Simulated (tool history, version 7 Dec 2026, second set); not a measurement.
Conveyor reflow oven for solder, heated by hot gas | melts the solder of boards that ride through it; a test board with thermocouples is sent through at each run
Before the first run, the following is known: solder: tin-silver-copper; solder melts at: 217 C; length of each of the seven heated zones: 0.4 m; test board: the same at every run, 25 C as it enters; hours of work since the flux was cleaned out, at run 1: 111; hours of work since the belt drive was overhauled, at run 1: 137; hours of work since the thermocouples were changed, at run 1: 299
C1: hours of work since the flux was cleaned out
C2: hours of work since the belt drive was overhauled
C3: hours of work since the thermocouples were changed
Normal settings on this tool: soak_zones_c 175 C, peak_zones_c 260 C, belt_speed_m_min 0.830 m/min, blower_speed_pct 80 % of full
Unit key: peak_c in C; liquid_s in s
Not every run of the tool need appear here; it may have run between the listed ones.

Run 1, hour 0.0: usual settings; C1 111; C2 137; C3 299. Result: peak_c 242.7 C, liquid_s 36.9 s.
Run 2, hour 5.0: usual settings; C1 113; C2 139; C3 302. Result: peak_c 243.2 C, liquid_s 36.9 s.
Run 3, hour 11.4: usual settings; C1 116; C2 142; C3 304. Result: peak_c 243.0 C, liquid_s 37.2 s.
Run 4, hour 23.4: usual settings but soak_zones_c 165 C; C1 122; C2 147; C3 310. Result: peak_c 241.0 C, liquid_s 33.0 s.
Run 5, hour 35.3: usual settings but soak_zones_c 165 C; C1 127; C2 152; C3 315. Result: peak_c 240.7 C, liquid_s 32.8 s.
Run 6, hour 45.0: usual settings but soak_zones_c 165 C; C1 131; C2 157; C3 319. Result: peak_c 240.8 C, liquid_s 32.9 s.
Run 7, hour 55.8: usual settings but soak_zones_c 188 C; C1 136; C2 161; C3 324. Result: peak_c 245.3 C, liquid_s 43.1 s.
Run 8, hour 61.1: usual settings but soak_zones_c 188 C; C1 138; C2 164; C3 326. Result: peak_c 245.5 C, liquid_s 42.8 s.
Run 9, hour 66.3: usual settings but belt_speed_m_min 0.844 m/min; C1 141; C2 166; C3 329. Result: peak_c 242.2 C, liquid_s 35.9 s.
Run 10, hour 73.2: usual settings but belt_speed_m_min 0.844 m/min; C1 144; C2 169; C3 332. Result: peak_c 242.1 C, liquid_s 35.5 s.
Run 11, hour 85.0: usual settings but belt_speed_m_min 0.844 m/min; C1 149; C2 174; C3 337. Result: peak_c 242.1 C, liquid_s 35.8 s.
Run 12, hour 97.2: usual settings but belt_speed_m_min 0.844 m/min; C1 154; C2 180; C3 343. Result: peak_c 242.1 C, liquid_s 35.5 s.
Run 13, hour 105.5: usual settings but blower_speed_pct 50 % of full; C1 158; C2 184; C3 346. Result: peak_c 230.7 C, liquid_s 22.6 s.
Run 14, hour 117.6: usual settings but blower_speed_pct 50 % of full; C1 164; C2 189; C3 352. Result: peak_c 230.8 C, liquid_s 22.3 s.
Run 15, hour 127.3: usual settings but belt_speed_m_min 0.868 m/min, blower_speed_pct 50 % of full; C1 168; C2 193; C3 356. Result: peak_c 228.6 C, liquid_s 18.4 s.
Run 16, hour 136.7: usual settings but belt_speed_m_min 0.863 m/min; C1 172; C2 197; C3 360. Result: peak_c 240.9 C, liquid_s 33.8 s.
Run 17, hour 146.8: usual settings but soak_zones_c 190 C, peak_zones_c 249 C, belt_speed_m_min 0.758 m/min, blower_speed_pct 88 % of full; C1 176; C2 202; C3 365. Result: peak_c 239.6 C, liquid_s 45.9 s.
Run 18, hour 157.9: usual settings but peak_zones_c 270 C; C1 181; C2 207; C3 370. Result: peak_c 250.6 C, liquid_s 42.5 s.
Run 19, hour 168.6: usual settings but soak_zones_c 174 C, blower_speed_pct 88 % of full; C1 186; C2 212; C3 374. Result: peak_c 244.1 C, liquid_s 38.3 s.
Run 20, hour 175.7: usual settings but soak_zones_c 181 C, peak_zones_c 274 C, belt_speed_m_min 0.821 m/min, blower_speed_pct 60 % of full; C1 189; C2 215; C3 377. Result: peak_c 248.0 C, liquid_s 41.5 s.
Run 21, hour 182.7: usual settings but soak_zones_c 168 C, belt_speed_m_min 0.892 m/min; C1 192; C2 218; C3 381. Result: peak_c 238.2 C, liquid_s 28.6 s.
Run 22, hour 192.7: usual settings but soak_zones_c 168 C, peak_zones_c 271 C, belt_speed_m_min 0.842 m/min; C1 197; C2 222; C3 385. Result: peak_c 248.7 C, liquid_s 38.3 s.
Run 23, hour 200.7: usual settings but soak_zones_c 179 C, peak_zones_c 271 C, belt_speed_m_min 0.842 m/min; C1 200; C2 226; C3 389. Result: peak_c 251.3 C, liquid_s 42.9 s.
Run 24, hour 209.0: usual settings but soak_zones_c 179 C, peak_zones_c 271 C, belt_speed_m_min 0.842 m/min; C1 204; C2 230; C3 392. Result: peak_c 251.0 C, liquid_s 43.1 s.
Run 25, hour 220.7: usual settings but soak_zones_c 179 C, peak_zones_c 254 C, belt_speed_m_min 0.842 m/min, blower_speed_pct 58 % of full; C1 209; C2 235; C3 397. Result: peak_c 230.6 C, liquid_s 23.7 s.
Run 26, hour 227.6: usual settings but soak_zones_c 179 C, peak_zones_c 254 C, belt_speed_m_min 0.842 m/min, blower_speed_pct 58 % of full; C1 212; C2 238; C3 400. Result: peak_c 230.3 C, liquid_s 23.9 s.
Run 27, hour 238.6: usual settings but soak_zones_c 179 C, peak_zones_c 254 C, belt_speed_m_min 0.842 m/min, blower_speed_pct 58 % of full; C1 217; C2 243; C3 405. Result: peak_c 230.6 C, liquid_s 23.3 s.
Run 28, hour 250.7: usual settings but soak_zones_c 189 C, peak_zones_c 254 C, belt_speed_m_min 0.842 m/min, blower_speed_pct 58 % of full; C1 223; C2 248; C3 411. Result: peak_c 233.2 C, liquid_s 29.8 s.
Run 29, hour 262.1: usual settings but soak_zones_c 189 C, peak_zones_c 254 C, belt_speed_m_min 0.901 m/min, blower_speed_pct 54 % of full; C1 228; C2 253; C3 416. Result: peak_c 228.9 C, liquid_s 21.4 s.
Run 30, hour 273.0: usual settings but soak_zones_c 182 C, peak_zones_c 261 C, belt_speed_m_min 0.707 m/min, blower_speed_pct 58 % of full; C1 233; C2 258; C3 421. Result: peak_c 242.7 C, liquid_s 45.4 s.
Run 31, hour 282.3: usual settings but soak_zones_c 182 C, peak_zones_c 261 C, belt_speed_m_min 0.707 m/min, blower_speed_pct 58 % of full; C1 237; C2 262; C3 425. Result: peak_c 242.5 C, liquid_s 45.0 s.
Run 32, hour 291.5: usual settings but soak_zones_c 182 C, peak_zones_c 261 C, belt_speed_m_min 0.966 m/min, blower_speed_pct 51 % of full; C1 241; C2 266; C3 429. Result: peak_c 226.6 C, liquid_s 14.5 s.

3 options for the next run, each taken on its own from the tool as it stands now. Forecast them:
Run A, hour 303.8: usual settings but belt_speed_m_min 0.673 m/min, blower_speed_pct 65 % of full; C1 246; C2 272; C3 434. Result: peak_c ?, liquid_s ?.
Run B, hour 303.8: usual settings but soak_zones_c 167 C, peak_zones_c 256 C, belt_speed_m_min 0.966 m/min, blower_speed_pct 51 % of full; C1 246; C2 272; C3 434. Result: peak_c ?, liquid_s ?.
Run C, hour 303.8: usual settings but soak_zones_c 182 C, peak_zones_c 249 C, belt_speed_m_min 0.939 m/min, blower_speed_pct 51 % of full; C1 246; C2 272; C3 434. Result: peak_c ?, liquid_s ?.

run  peak_c  liquid_s
  A   244.1      47.2
  B   217.8       1.0
  C   220.0       4.6
Stripped of hidden state, with their random variation kept, the same runs would have yielded:
run  peak_c  liquid_s
  A   245.8      49.0
  B   220.3       4.7
  C   222.0       8.3
